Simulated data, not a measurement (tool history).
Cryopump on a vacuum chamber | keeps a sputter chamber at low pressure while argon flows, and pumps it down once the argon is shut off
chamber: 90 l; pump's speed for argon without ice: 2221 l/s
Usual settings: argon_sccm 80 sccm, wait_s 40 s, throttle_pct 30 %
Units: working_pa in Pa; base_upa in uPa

run 1 hour=0.0 | argon_sccm=80 wait_s=40 throttle_pct=30 | working_pa=0.2036 base_upa=2.42
run 2 hour=16.4 | argon_sccm=80 wait_s=40 throttle_pct=30 | working_pa=0.2057 base_upa=2.36
run 3 hour=42.6 | argon_sccm=80 wait_s=60 throttle_pct=30 | working_pa=0.2058 base_upa=1.90
run 4 hour=61.0 | argon_sccm=80 wait_s=60 throttle_pct=30 | working_pa=0.2061 base_upa=1.86
run 5 hour=86.7 | argon_sccm=80 wait_s=60 throttle_pct=30 | working_pa=0.2076 base_upa=1.93
run 6 hour=101.2 | argon_sccm=80 wait_s=60 throttle_pct=30 | working_pa=0.2079 base_upa=1.85
run 7 hour=113.9 | argon_sccm=80 wait_s=60 throttle_pct=30 | working_pa=0.2075 base_upa=1.86
run 8 hour=126.8 | argon_sccm=80 wait_s=40 throttle_pct=30 | working_pa=0.2077 base_upa=2.45
run 9 hour=144.2 | argon_sccm=80 wait_s=292 throttle_pct=30 | working_pa=0.2067 base_upa=1.00
run 10 hour=163.3 | argon_sccm=80 wait_s=292 throttle_pct=30 | working_pa=0.2088 base_upa=1.05
run 11 hour=190.6 | argon_sccm=80 wait_s=40 throttle_pct=30 | working_pa=0.2083 base_upa=2.49
run 12 hour=211.7 | argon_sccm=80 wait_s=40 throttle_pct=30 | working_pa=0.2079 base_upa=2.48
run 13 hour=224.3 | argon_sccm=80 wait_s=40 throttle_pct=30 | working_pa=0.2089 base_upa=2.50
run 14 hour=247.5 | argon_sccm=80 wait_s=40 throttle_pct=47 | working_pa=0.1354 base_upa=2.49
run 15 hour=270.7 | argon_sccm=99 wait_s=40 throttle_pct=47 | working_pa=0.1686 base_upa=2.50
run 16 hour=286.8 | argon_sccm=99 wait_s=40 throttle_pct=47 | working_pa=0.1687 base_upa=2.58
run 17 hour=300.7 | argon_sccm=80 wait_s=40 throttle_pct=30 | working_pa=0.2103 base_upa=2.61
run 18 hour=324.3 | argon_sccm=80 wait_s=40 throttle_pct=30 | working_pa=0.2115 base_upa=2.56
run 19 hour=348.2 | argon_sccm=80 wait_s=40 throttle_pct=30 | working_pa=0.2092 base_upa=2.56
run 20 hour=371.8 | argon_sccm=71 wait_s=40 throttle_pct=21 | working_pa=0.2651 base_upa=2.63
run 21 hour=396.7 | argon_sccm=71 wait_s=40 throttle_pct=21 | working_pa=0.2643 base_upa=2.51
run 22 hour=418.5 | argon_sccm=80 wait_s=248 throttle_pct=42 | working_pa=0.1546 base_upa=1.14
run 23 hour=430.6 | argon_sccm=33 wait_s=108 throttle_pct=24 | working_pa=0.1090 base_upa=1.43
run 24 hour=446.5 | argon_sccm=41 wait_s=21 throttle_pct=33 | working_pa=0.0989 base_upa=4.11
run 25 hour=458.8 | argon_sccm=41 wait_s=21 throttle_pct=33 | working_pa=0.0991 base_upa=4.13
run 26 hour=472.7 | argon_sccm=41 wait_s=21 throttle_pct=33 | working_pa=0.1003 base_upa=4.02
run 27 hour=488.3 | argon_sccm=41 wait_s=21 throttle_pct=33 | working_pa=0.0996 base_upa=4.07
run 28 hour=502.4 | argon_sccm=80 wait_s=40 throttle_pct=50 | working_pa=0.1313 base_upa=2.58
run 29 hour=525.0 | argon_sccm=80 wait_s=40 throttle_pct=50 | working_pa=0.1337 base_upa=2.56
run 30 hour=546.5 | argon_sccm=80 wait_s=40 throttle_pct=50 | working_pa=0.1343 base_upa=2.69
run 31 hour=574.9 | argon_sccm=42 wait_s=244 throttle_pct=17 | working_pa=0.1938 base_upa=1.17
run 32 hour=590.3 | argon_sccm=48 wait_s=40 throttle_pct=31 | working_pa=0.1249 base_upa=2.66
run 33 hour=602.8 | argon_sccm=48 wait_s=40 throttle_pct=31 | working_pa=0.1241 base_upa=2.63
run 34 hour=616.0 | argon_sccm=48 wait_s=40 throttle_pct=31 | working_pa=0.1250 base_upa=2.65
run 35 hour=640.9 | argon_sccm=80 wait_s=252 throttle_pct=30 | working_pa=0.2155 base_upa=1.22

Forecast each of these 3 alternatives for the next run:
run A hour=662.4 | argon_sccm=34 wait_s=162 throttle_pct=30 | working_pa=? base_upa=?
run B hour=662.4 | argon_sccm=41 wait_s=21 throttle_pct=21 | working_pa=? base_upa=?
run C hour=662.4 | argon_sccm=80 wait_s=252 throttle_pct=56 | working_pa=? base_upa=?

run=A working_pa=0.0924 base_upa=1.33
run=B working_pa=0.1547 base_upa=4.21
run=C working_pa=0.1218 base_upa=1.27
Without the tool's hidden state the same runs would have given:
run=A working_pa=0.0867 base_upa=0.52
run=B working_pa=0.1480 base_upa=3.36
run=C working_pa=0.1086 base_upa=0.42
